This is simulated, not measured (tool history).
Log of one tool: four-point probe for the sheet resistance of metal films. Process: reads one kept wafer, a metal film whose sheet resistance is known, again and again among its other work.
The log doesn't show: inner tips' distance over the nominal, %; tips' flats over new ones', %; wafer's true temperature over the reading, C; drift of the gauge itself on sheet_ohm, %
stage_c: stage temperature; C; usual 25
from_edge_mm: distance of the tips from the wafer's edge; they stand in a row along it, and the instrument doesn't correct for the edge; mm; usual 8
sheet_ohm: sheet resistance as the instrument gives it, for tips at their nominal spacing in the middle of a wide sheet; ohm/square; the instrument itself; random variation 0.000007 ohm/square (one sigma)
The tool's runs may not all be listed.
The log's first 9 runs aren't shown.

run    hour  stage_c  from_edge_mm  touches since the probe head was changed  hours of work since the stage's thermometer was calibrated  sheet_ohm
 10   469.0       25             8                                     81400                                                         953   0.034639
 11   513.2       25             8                                     82510                                                         982   0.034656
 12   556.7       28             8                                     83601                                                        1010   0.034622
 13   599.1       28             8                                     84665                                                        1037   0.034636
 14   665.0       28             8                                     86319                                                        1080   0.034627
 15   709.7       25             8                                     87439                                                        1109   0.034631
 16   754.5       28             8                                     88563                                                        1138   0.034630
 17   829.6       20             8                                     90449                                                        1187   0.034668
      836.9  -- stage's thermometer calibrated
 18   871.8       34            74                                     91495                                                          23   0.034298
 19   909.2       25            37                                     92432                                                          47   0.034350
 20   967.0       32            14                                     93883                                                          84   0.034397
 21  1032.9       27            14                                     95536                                                         127   0.034437
 22  1065.8       26            11                                     96362                                                         149   0.034495
 23  1101.1       26            11                                     97248                                                         171   0.034498
 24  1169.8       29            17                                     98971                                                         216   0.034391
 25  1240.1       29            17                                    100734                                                         262   0.034374
     1273.6  -- stage's thermometer calibrated, once more
 26  1316.6       29            17                                    102640                                                          28   0.034323
 27  1364.3       19             8                                    103839                                                          59   0.034611
 28  1410.3       25            30                                    104991                                                          89   0.034308
 29  1457.4       26             8                                    106173                                                         119   0.034581
 30  1529.0       32             8                                    107971                                                         166   0.034538
 31  1579.0       21             8                                    109225                                                         198   0.034592
 32  1621.6       32            32                                    110294                                                         226   0.034251
 33  1677.2       25            32                                    111689                                                         262   0.034287

5 ways to go on from here, each from the tool as it stands after run 33. What would each give?
  A  1743.8       22            12                                    113359                                                         305          ?
  B  1743.8       35             6                                    113359                                                         305          ?
  C  1743.8       19             8                                    113359                                                         305          ?
  D  1743.8       22            32                                    113359                                                         305          ?
  E  1743.8       27             7                                    113359                                                         305          ?

run  sheet_ohm
  A   0.034419
  B   0.034711
  C   0.034590
  D   0.034310
  E   0.034625
Without the tool's hidden state the same runs would have given:
run  sheet_ohm
  A   0.034835
  B   0.035130
  C   0.035007
  D   0.034724
  E   0.035043
